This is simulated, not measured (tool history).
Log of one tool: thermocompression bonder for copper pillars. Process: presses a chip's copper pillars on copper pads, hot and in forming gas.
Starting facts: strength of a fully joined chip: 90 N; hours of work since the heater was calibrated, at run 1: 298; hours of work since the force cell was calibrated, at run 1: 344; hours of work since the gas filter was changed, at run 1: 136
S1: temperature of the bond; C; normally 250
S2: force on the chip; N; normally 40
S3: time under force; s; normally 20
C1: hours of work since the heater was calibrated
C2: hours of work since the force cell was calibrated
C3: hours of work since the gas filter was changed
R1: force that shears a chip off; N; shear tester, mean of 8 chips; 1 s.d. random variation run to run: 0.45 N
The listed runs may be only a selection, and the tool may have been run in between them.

Run 1, hour 0: usual settings; C1 298; C2 344; C3 136. Result: R1 59.6 N.
Run 2, hour 21.2: usual settings; C1 307; C2 354; C3 146. Result: R1 59.4 N.
Run 3, hour 38.9: usual settings; C1 315; C2 362; C3 154. Result: R1 58.2 N.
Run 4, hour 50.3: usual settings; C1 320; C2 367; C3 159. Result: R1 59 N.
Run 5, hour 60.9: usual settings but S2 36 N; C1 325; C2 372; C3 164. Result: R1 56 N.
Run 6, hour 78.2: usual settings; C1 333; C2 379; C3 171. Result: R1 58.5 N.
At hour 91.4: forming gas filter changed.
Run 7, hour 94.9: usual settings but S2 58 N; C1 340; C2 387; C3 2. Result: R1 69.9 N.
Run 8, hour 107.6: usual settings but S2 58 N; C1 346; C2 392; C3 7. Result: R1 69.7 N.
Run 9, hour 129.6: usual settings but S2 58 N; C1 355; C2 402; C3 17. Result: R1 70.3 N.
Run 10, hour 145.8: usual settings but S2 58 N; C1 363; C2 409; C3 24. Result: R1 69.9 N.
Run 11, hour 159.9: usual settings but S2 30 N; C1 369; C2 416; C3 31. Result: R1 54.9 N.
Run 12, hour 171.1: usual settings but S2 30 N; C1 374; C2 421; C3 36. Result: R1 53.7 N.
Run 13, hour 191.6: usual settings but S3 12 s; C1 383; C2 430; C3 45. Result: R1 52.8 N.
Run 14, hour 213: usual settings; C1 393; C2 439; C3 54. Result: R1 60.4 N.
Run 15, hour 232.7: usual settings; C1 402; C2 448; C3 63. Result: R1 60.1 N.
Run 16, hour 242.7: usual settings but S3 55 s; C1 406; C2 453; C3 68. Result: R1 74.7 N.
Run 17, hour 261.6: usual settings but S2 37 N; C1 414; C2 461; C3 76. Result: R1 57.3 N.
Run 18, hour 271.1: usual settings; C1 419; C2 465; C3 80. Result: R1 59.4 N.
Run 19, hour 283.3: usual settings; C1 424; C2 471; C3 86. Result: R1 60.6 N.
Run 20, hour 302.7: usual settings but S3 23 s; C1 433; C2 479; C3 95. Result: R1 61.6 N.
Run 21, hour 312.9: usual settings but S2 26 N, S3 50 s; C1 437; C2 484; C3 99. Result: R1 63.3 N.
Run 22, hour 335.5: usual settings but S2 26 N, S3 50 s; C1 448; C2 494; C3 109. Result: R1 63.9 N.
Run 23, hour 351.3: usual settings but S1 244 C, S2 42 N, S3 29 s; C1 455; C2 501; C3 116. Result: R1 62 N.
Run 24, hour 364.5: usual settings but S1 239 C, S2 42 N, S3 33 s; C1 461; C2 507; C3 122. Result: R1 61.6 N.
Run 25, hour 379.9: usual settings but S1 228 C, S2 34 N, S3 33 s; C1 467; C2 514; C3 129. Result: R1 50.3 N.
Run 26, hour 395.5: usual settings but S2 24 N; C1 474; C2 521; C3 136. Result: R1 46.6 N.
Run 27, hour 414.4: usual settings but S1 245 C; C1 483; C2 529; C3 144. Result: R1 55.5 N.
Run 28, hour 425.1: usual settings but S1 235 C, S2 27 N, S3 10 s; C1 488; C2 534; C3 149. Result: R1 30.8 N.
Run 29, hour 436.9: usual settings but S1 237 C, S2 47 N, S3 24 s; C1 493; C2 539; C3 155. Result: R1 56.6 N.
Run 30, hour 458: usual settings but S1 237 C, S2 47 N, S3 24 s; C1 502; C2 549; C3 164. Result: R1 56.3 N.
Run 31, hour 472.8: usual settings but S1 237 C, S2 47 N, S3 24 s; C1 509; C2 556; C3 171. Result: R1 56.5 N.
At hour 486.7: forming gas filter changed.
Run 32, hour 492.3: usual settings but S1 233 C, S2 47 N, S3 12 s; C1 517; C2 564; C3 3. Result: R1 46.2 N.
Run 33, hour 509.1: usual settings but S1 234 C, S2 45 N, S3 27 s; C1 525; C2 572; C3 10. Result: R1 58.6 N.
Run 34, hour 521.7: usual settings but S1 234 C, S2 45 N, S3 27 s; C1 531; C2 577; C3 16. Result: R1 58.5 N.
Run 35, hour 534.1: usual settings but S1 257 C, S2 52 N, S3 53 s; C1 536; C2 583; C3 21. Result: R1 81.4 N.
Run 36, hour 544: usual settings but S1 259 C, S2 50 N, S3 16 s; C1 541; C2 587; C3 26. Result: R1 67 N.
Run 37, hour 561.4: usual settings but S1 241 C, S3 21 s; C1 548; C2 595; C3 33. Result: R1 55.1 N.
Run 38, hour 578.7: usual settings but S1 241 C, S3 21 s; C1 556; C2 603; C3 41. Result: R1 55.6 N.
Run 39, hour 592.3: usual settings but S1 241 C, S2 36 N, S3 58 s; C1 562; C2 609; C3 47. Result: R1 69.5 N.

Some steps in R1 between neighbouring runs. How much of each would the tool show without its hidden state too (settings, what came in, random variation), and how much is left for the hidden state, with any gauge scatter that isn't in both results?
Hidden state at play: true temperature of the bond over the reading, C; force that reaches the chip, % of what is set; oxide that the forming gas leaves, % of the face; drift of the gauge itself on shear_n, %.
Run 6 -> 7: S2 40 -> 58, forming gas filter changed. R1 +11.4 N: hidden state +3.6, all else +7.8.
Run 27 -> 28: S1 245 -> 235, S2 40 -> 27, S3 20 -> 10. R1 -24.7 N: hidden state +1.7, all else -26.4.
Run 28 -> 29: S1 235 -> 237, S2 27 -> 47, S3 10 -> 24. R1 +25.8 N: hidden state -2.1, all else +27.9.
Run 31 -> 32: S1 237 -> 233, S3 24 -> 12, forming gas filter changed. R1 -10.3 N: hidden state +3.5, all else -13.8.
Run 34 -> 35: S1 234 -> 257, S2 45 -> 52, S3 27 -> 53. R1 +22.9 N: hidden state +1.4, all else +21.5.
